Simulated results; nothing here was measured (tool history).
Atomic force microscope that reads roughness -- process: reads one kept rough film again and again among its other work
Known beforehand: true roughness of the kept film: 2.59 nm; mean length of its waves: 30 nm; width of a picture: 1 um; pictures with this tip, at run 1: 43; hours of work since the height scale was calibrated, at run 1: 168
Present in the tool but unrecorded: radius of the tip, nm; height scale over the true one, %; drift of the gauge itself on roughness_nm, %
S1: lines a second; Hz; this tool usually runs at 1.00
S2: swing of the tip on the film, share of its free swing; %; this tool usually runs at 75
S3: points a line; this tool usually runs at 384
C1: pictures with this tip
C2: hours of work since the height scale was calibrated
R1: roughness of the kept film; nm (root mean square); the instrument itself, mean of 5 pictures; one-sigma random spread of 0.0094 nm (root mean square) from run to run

{"run": 1, "hour": 0.0, "S1": 1.0, "S2": 75, "S3": 384, "C1": 43, "C2": 168, "R1": 2.126}
{"run": 2, "hour": 13.1, "S1": 1.0, "S2": 75, "S3": 477, "C1": 70, "C2": 177, "R1": 2.147}
{"run": 3, "hour": 30.9, "S1": 1.0, "S2": 75, "S3": 477, "C1": 108, "C2": 190, "R1": 2.142}
{"run": 4, "hour": 47.6, "S1": 1.0, "S2": 75, "S3": 384, "C1": 142, "C2": 203, "R1": 2.148}
{"hour": 60.0, "done": "new tip fitted"}
{"run": 5, "hour": 60.7, "S1": 1.6, "S2": 75, "S3": 384, "C1": 2, "C2": 212, "R1": 2.052}
{"run": 6, "hour": 75.0, "S1": 1.6, "S2": 75, "S3": 384, "C1": 31, "C2": 223, "R1": 2.035}
{"run": 7, "hour": 89.5, "S1": 1.6, "S2": 75, "S3": 384, "C1": 62, "C2": 233, "R1": 2.059}
{"run": 8, "hour": 105.2, "S1": 1.0, "S2": 75, "S3": 384, "C1": 94, "C2": 245, "R1": 2.143}
{"run": 9, "hour": 124.0, "S1": 1.0, "S2": 75, "S3": 384, "C1": 133, "C2": 259, "R1": 2.126}
{"run": 10, "hour": 136.8, "S1": 3.93, "S2": 75, "S3": 384, "C1": 160, "C2": 268, "R1": 1.753}
{"hour": 141.3, "done": "new tip fitted"}
{"run": 11, "hour": 154.3, "S1": 3.93, "S2": 75, "S3": 384, "C1": 28, "C2": 281, "R1": 1.768}
{"run": 12, "hour": 166.3, "S1": 3.93, "S2": 75, "S3": 384, "C1": 53, "C2": 290, "R1": 1.769}
{"run": 13, "hour": 179.1, "S1": 3.93, "S2": 75, "S3": 384, "C1": 79, "C2": 299, "R1": 1.758}
{"run": 14, "hour": 190.4, "S1": 3.93, "S2": 75, "S3": 384, "C1": 103, "C2": 307, "R1": 1.744}
{"run": 15, "hour": 199.6, "S1": 1.0, "S2": 75, "S3": 384, "C1": 122, "C2": 314, "R1": 2.127}
{"run": 16, "hour": 208.5, "S1": 1.0, "S2": 75, "S3": 471, "C1": 140, "C2": 321, "R1": 2.142}
{"hour": 221.9, "done": "new tip fitted"}
{"run": 17, "hour": 223.1, "S1": 1.0, "S2": 57, "S3": 384, "C1": 3, "C2": 331, "R1": 2.252}
{"run": 18, "hour": 241.5, "S1": 1.0, "S2": 57, "S3": 384, "C1": 41, "C2": 345, "R1": 2.253}
{"run": 19, "hour": 251.0, "S1": 1.0, "S2": 75, "S3": 728, "C1": 61, "C2": 352, "R1": 2.157}
{"run": 20, "hour": 268.1, "S1": 1.0, "S2": 75, "S3": 728, "C1": 97, "C2": 364, "R1": 2.142}
{"run": 21, "hour": 279.6, "S1": 1.0, "S2": 60, "S3": 384, "C1": 121, "C2": 373, "R1": 2.236}
{"run": 22, "hour": 290.0, "S1": 1.0, "S2": 60, "S3": 384, "C1": 142, "C2": 380, "R1": 2.237}
{"hour": 302.0, "done": "new tip fitted"}
{"run": 23, "hour": 303.6, "S1": 1.72, "S2": 60, "S3": 384, "C1": 4, "C2": 390, "R1": 2.189}
{"run": 24, "hour": 314.1, "S1": 1.72, "S2": 60, "S3": 384, "C1": 25, "C2": 398, "R1": 2.201}
{"run": 25, "hour": 329.6, "S1": 1.0, "S2": 75, "S3": 560, "C1": 58, "C2": 409, "R1": 2.144}
{"run": 26, "hour": 342.0, "S1": 1.0, "S2": 75, "S3": 560, "C1": 84, "C2": 419, "R1": 2.139}
{"run": 27, "hour": 360.6, "S1": 3.15, "S2": 75, "S3": 720, "C1": 122, "C2": 432, "R1": 1.849}
{"hour": 382.0, "done": "new tip fitted"}
{"run": 28, "hour": 382.4, "S1": 3.15, "S2": 75, "S3": 720, "C1": 1, "C2": 448, "R1": 1.86}
{"run": 29, "hour": 391.2, "S1": 3.15, "S2": 75, "S3": 720, "C1": 19, "C2": 454, "R1": 1.847}
{"run": 30, "hour": 409.0, "S1": 0.93, "S2": 61, "S3": 333, "C1": 56, "C2": 468, "R1": 2.206}
{"run": 31, "hour": 425.5, "S1": 1.01, "S2": 61, "S3": 333, "C1": 91, "C2": 480, "R1": 2.23}
{"run": 32, "hour": 436.0, "S1": 1.13, "S2": 64, "S3": 384, "C1": 112, "C2": 487, "R1": 2.204}
{"run": 33, "hour": 449.5, "S1": 1.13, "S2": 87, "S3": 384, "C1": 140, "C2": 497, "R1": 1.989}
{"hour": 462.2, "done": "new tip fitted"}
{"run": 34, "hour": 463.0, "S1": 0.64, "S2": 58, "S3": 940, "C1": 1, "C2": 507, "R1": 2.269}
{"run": 35, "hour": 479.5, "S1": 2.18, "S2": 75, "S3": 384, "C1": 36, "C2": 519, "R1": 1.97}
{"run": 36, "hour": 496.4, "S1": 0.89, "S2": 75, "S3": 755, "C1": 71, "C2": 532, "R1": 2.168}
{"run": 37, "hour": 512.3, "S1": 1.86, "S2": 84, "S3": 329, "C1": 104, "C2": 543, "R1": 1.858}
{"run": 38, "hour": 526.2, "S1": 1.78, "S2": 85, "S3": 397, "C1": 133, "C2": 554, "R1": 1.872}
{"hour": 543.5, "done": "new tip fitted"}
{"run": 39, "hour": 548.4, "S1": 2.26, "S2": 85, "S3": 769, "C1": 10, "C2": 570, "R1": 1.784}
{"run": 40, "hour": 561.9, "S1": 2.26, "S2": 85, "S3": 769, "C1": 39, "C2": 580, "R1": 1.789}
{"run": 41, "hour": 573.2, "S1": 1.38, "S2": 89, "S3": 535, "C1": 62, "C2": 588, "R1": 1.908}
{"run": 42, "hour": 592.4, "S1": 2.52, "S2": 74, "S3": 529, "C1": 102, "C2": 602, "R1": 1.926}
{"run": 43, "hour": 608.7, "S1": 2.34, "S2": 61, "S3": 824, "C1": 136, "C2": 614, "R1": 2.129}
{"hour": 624.7, "done": "new tip fitted"}
{"run": 44, "hour": 627.1, "S1": 2.34, "S2": 61, "S3": 824, "C1": 5, "C2": 627, "R1": 2.153}
{"run": 45, "hour": 641.2, "S1": 2.32, "S2": 89, "S3": 304, "C1": 35, "C2": 638, "R1": 1.68}
{"run": 46, "hour": 659.6, "S1": 1.15, "S2": 56, "S3": 304, "C1": 73, "C2": 651, "R1": 2.234}
{"run": 47, "hour": 672.6, "S1": 1.15, "S2": 56, "S3": 304, "C1": 100, "C2": 661, "R1": 2.231}
{"run": 48, "hour": 688.7, "S1": 3.62, "S2": 74, "S3": 384, "C1": 134, "C2": 673, "R1": 1.813}
{"hour": 705.4, "done": "new tip fitted"}
{"run": 49, "hour": 710.3, "S1": 3.62, "S2": 74, "S3": 384, "C1": 11, "C2": 689, "R1": 1.812}
{"run": 50, "hour": 727.2, "S1": 2.07, "S2": 63, "S3": 384, "C1": 46, "C2": 701, "R1": 2.144}
{"run": 51, "hour": 747.9, "S1": 2.07, "S2": 63, "S3": 384, "C1": 89, "C2": 716, "R1": 2.143}
{"run": 52, "hour": 759.0, "S1": 1.0, "S2": 82, "S3": 297, "C1": 112, "C2": 724, "R1": 2.066}

Hidden condition of the tool, last listed run before each entry between runs versus first listed run after:
Logged between run 4 and run 5: new tip fitted (hour 60.0)
  radius of the tip, nm: 10.3 -> 10
Logged between run 10 and run 11: new tip fitted (hour 141.3)
  radius of the tip, nm: 10.3 -> 10.1
Logged between run 16 and run 17: new tip fitted (hour 221.9)
  radius of the tip, nm: 10.3 -> 10
Logged between run 22 and run 23: new tip fitted (hour 302.0)
  radius of the tip, nm: 10.3 -> 10; height scale over the true one, %: 0 -> 0.01
Logged between run 27 and run 28: new tip fitted (hour 382.0)
  radius of the tip, nm: 10.3 -> 10
Logged between run 33 and run 34: new tip fitted (hour 462.2)
  radius of the tip, nm: 10.3 -> 10
Logged between run 38 and run 39: new tip fitted (hour 543.5)
  radius of the tip, nm: 10.3 -> 10
Logged between run 43 and run 44: new tip fitted (hour 624.7)
  radius of the tip, nm: 10.3 -> 10
Logged between run 48 and run 49: new tip fitted (hour 705.4)
  radius of the tip, nm: 10.3 -> 10
